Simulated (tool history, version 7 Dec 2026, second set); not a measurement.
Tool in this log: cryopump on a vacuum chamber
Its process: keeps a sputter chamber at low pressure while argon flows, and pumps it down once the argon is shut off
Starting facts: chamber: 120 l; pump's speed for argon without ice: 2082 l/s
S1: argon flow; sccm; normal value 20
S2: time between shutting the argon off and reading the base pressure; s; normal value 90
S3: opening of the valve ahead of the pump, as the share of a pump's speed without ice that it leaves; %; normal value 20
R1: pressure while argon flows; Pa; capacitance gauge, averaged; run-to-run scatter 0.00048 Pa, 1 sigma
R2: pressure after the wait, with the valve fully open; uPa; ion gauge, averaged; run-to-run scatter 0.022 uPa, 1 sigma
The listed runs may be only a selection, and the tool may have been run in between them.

run	hour	S1	S2	S3	R1	R2
1	0	20	90	20	0.0825	1.31
2	70.3	20	90	20	0.0818	1.37
3	143.7	20	90	20	0.083	1.44
4	226.8	20	90	20	0.0838	1.43
5	295.8	20	90	20	0.0837	1.5
6	345.4	20	90	31	0.0549	1.54
7	401.1	20	90	31	0.0544	1.6
8	483.7	20	90	31	0.055	1.64
9	521.5	20	90	31	0.056	1.68
10	570.7	20	90	31	0.0562	1.67
11	644.1	11	90	20	0.047	1.77
12	685.2	11	90	20	0.0468	1.79
13	727.2	11	90	20	0.0467	1.9
14	794.5	17	90	20	0.0727	1.95
15	844.5	20	90	20	0.0859	1.98
16	884.6	20	90	20	0.0857	2
17	937.7	20	90	20	0.0868	2.03
18	1002.7	20	90	20	0.0873	2.13
19	1042.1	20	90	20	0.0868	2.19
# hour 1054.3: pump warmed up, emptied and cooled again
20	1106.3	20	35	21	0.0776	2.58
21	1142.7	20	84	31	0.0529	1.81
22	1189.8	9	25	21	0.0351	3.13
23	1264.4	20	90	32	0.0525	1.9
24	1317.1	40	268	28	0.1194	1.64
25	1402.6	40	134	27	0.1236	1.81
26	1473.7	12	223	32	0.0315	1.78
27	1511.4	19	25	32	0.0514	3.33
28	1576.7	20	37	43	0.0408	2.93
29	1655.3	35	134	43	0.0714	2.12
30	1711.1	20	24	39	0.0454	3.67
31	1751.2	31	71	39	0.0702	2.48
32	1823.1	31	71	39	0.071	2.54
33	1886.4	36	91	23	0.1346	2.48
34	1966	9	209	27	0.0286	2.29
# hour 2002.7: leaking fittings of the chamber tightened, without venting
35	2032.7	9	209	27	0.0289	0.45

Here are 3 independent what-if runs from the current tool condition. What would each one return?
A	2099.6	9	130	27	?	?
B	2099.6	18	90	49	?	?
C	2099.6	38	40	22	?	?

run	R1	R2
A	0.0295	0.63
B	0.0345	0.74
C	0.1509	1.39
The same runs, with their run-to-run variation unchanged, on a tool lacking any hidden condition would have given:
run	R1	R2
A	0.0269	0.51
B	0.0294	0.62
C	0.14	1.27
